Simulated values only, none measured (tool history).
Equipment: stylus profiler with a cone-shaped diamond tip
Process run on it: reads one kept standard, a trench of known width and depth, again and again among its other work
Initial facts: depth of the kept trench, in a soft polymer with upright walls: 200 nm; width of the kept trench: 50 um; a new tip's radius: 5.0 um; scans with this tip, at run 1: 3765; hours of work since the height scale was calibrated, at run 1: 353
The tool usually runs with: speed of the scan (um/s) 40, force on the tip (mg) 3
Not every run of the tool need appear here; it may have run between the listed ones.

| run | hour | speed of the scan (um/s) | force on the tip (mg) | scans with this tip | hours of work since the height scale was calibrated | depth of the trench (nm) | width of the trench's floor (um) |
|---|---|---|---|---|---|---|---|
| 1 | 0 | 40 | 3 | 3765 | 353 | 202.78 | 46.79 |
| 2 | 12.9 | 40 | 3 | 3862 | 362 | 202.83 | 46.73 |
| 3 | 24.1 | 80 | 3 | 3947 | 370 | 202.8 | 46.52 |
| 4 | 38 | 80 | 3 | 4051 | 379 | 202.84 | 46.55 |
| 5 | 46.9 | 40 | 3 | 4117 | 386 | 202.86 | 46.75 |
| 6 | 56.6 | 40 | 3 | 4191 | 393 | 202.7 | 46.73 |
| 7 | 75.2 | 40 | 3 | 4331 | 406 | 202.76 | 46.73 |
| 8 | 90.6 | 40 | 3 | 4446 | 416 | 202.77 | 46.7 |
| 9 | 105.8 | 40 | 3 | 4561 | 427 | 202.88 | 46.7 |
| 10 | 126.3 | 40 | 3 | 4715 | 442 | 202.86 | 46.65 |
| 11 | 135.8 | 40 | 3 | 4786 | 448 | 202.75 | 46.68 |
| 12 | 152.4 | 40 | 3 | 4911 | 460 | 202.67 | 46.63 |
| 13 | 163.1 | 40 | 3 | 4991 | 468 | 202.75 | 46.62 |
| 14 | 178.9 | 40 | 3 | 5110 | 479 | 202.76 | 46.67 |
| 15 | 192.1 | 40 | 3 | 5210 | 488 | 202.72 | 46.63 |
| 16 | 200.7 | 40 | 2.32 | 5274 | 494 | 202.21 | 46.64 |
| 17 | 220.8 | 40 | 3 | 5425 | 508 | 202.67 | 46.65 |
| 18 | 238.8 | 40 | 3 | 5561 | 521 | 202.71 | 46.59 |
| 19 | 256.9 | 65 | 6.9 | 5697 | 534 | 204.93 | 46.56 |
| 20 | 277 | 18 | 6.9 | 5848 | 548 | 204.99 | 46.72 |
| 21 | 293.1 | 57 | 2.59 | 5969 | 559 | 202.49 | 46.48 |
| 22 | 301.6 | 73 | 1.23 | 6033 | 565 | 201.27 | 46.21 |
| 23 | 321.7 | 73 | 1.23 | 6184 | 579 | 201.3 | 46.19 |
| 24 | 336.3 | 144 | 2.65 | 6294 | 590 | 202.52 | 46.04 |
| 25 | 356.1 | 118 | 7.24 | 6443 | 603 | 205.08 | 46.4 |
| 26 | 368 | 13 | 3 | 6532 | 612 | 202.73 | 46.69 |
| 27 | 379.6 | 141 | 1.23 | 6620 | 620 | 201.25 | 45.62 |
| 28 | 396 | 32 | 5.16 | 6743 | 632 | 203.93 | 46.59 |
| 29 | 413.5 | 40 | 6.1 | 6875 | 644 | 204.55 | 46.56 |
| 30 | 427.8 | 52 | 4.87 | 6982 | 654 | 203.99 | 46.53 |
| 31 | 443.5 | 52 | 4.87 | 7101 | 665 | 203.67 | 46.48 |
| 32 | 463.1 | 52 | 4.87 | 7248 | 679 | 203.56 | 46.43 |
| 33 | 475.9 | 47 | 8.2 | 7344 | 688 | 205.49 | 46.58 |
| 34 | 485.8 | 47 | 8.2 | 7418 | 695 | 205.59 | 46.54 |

Measured less the same run without the tool's hidden state. The same run-to-run variation is in both; the gauge's scatter may not be:
The hidden state here: radius of the tip, um; height scale over the true one, %; drift of the gauge itself on depth_nm, %; drift of the gauge itself on floor_um, %.
| run | depth of the trench (nm) | width of the trench's floor (um) |
|---|---|---|
| 1 | -0.19 | -0.25 |
| 2 | -0.21 | -0.27 |
| 3 | -0.2 | -0.27 |
| 4 | -0.21 | -0.28 |
| 5 | -0.22 | -0.28 |
| 6 | -0.23 | -0.29 |
| 7 | -0.23 | -0.3 |
| 8 | -0.24 | -0.31 |
| 9 | -0.24 | -0.31 |
| 10 | -0.26 | -0.33 |
| 11 | -0.26 | -0.34 |
| 12 | -0.27 | -0.34 |
| 13 | -0.27 | -0.35 |
| 14 | -0.28 | -0.36 |
| 15 | -0.29 | -0.37 |
| 16 | -0.29 | -0.37 |
| 17 | -0.31 | -0.38 |
| 18 | -0.31 | -0.39 |
| 19 | -0.33 | -0.39 |
| 20 | -0.33 | -0.41 |
| 21 | -0.33 | -0.42 |
| 22 | -0.34 | -0.42 |
| 23 | -0.35 | -0.44 |
| 24 | -0.36 | -0.44 |
| 25 | -0.37 | -0.45 |
| 26 | -0.37 | -0.46 |
| 27 | -0.38 | -0.47 |
| 28 | -0.39 | -0.47 |
| 29 | -0.4 | -0.48 |
| 30 | -0.4 | -0.49 |
| 31 | -0.41 | -0.5 |
| 32 | -0.42 | -0.5 |
| 33 | -0.43 | -0.51 |
| 34 | -0.43 | -0.52 |

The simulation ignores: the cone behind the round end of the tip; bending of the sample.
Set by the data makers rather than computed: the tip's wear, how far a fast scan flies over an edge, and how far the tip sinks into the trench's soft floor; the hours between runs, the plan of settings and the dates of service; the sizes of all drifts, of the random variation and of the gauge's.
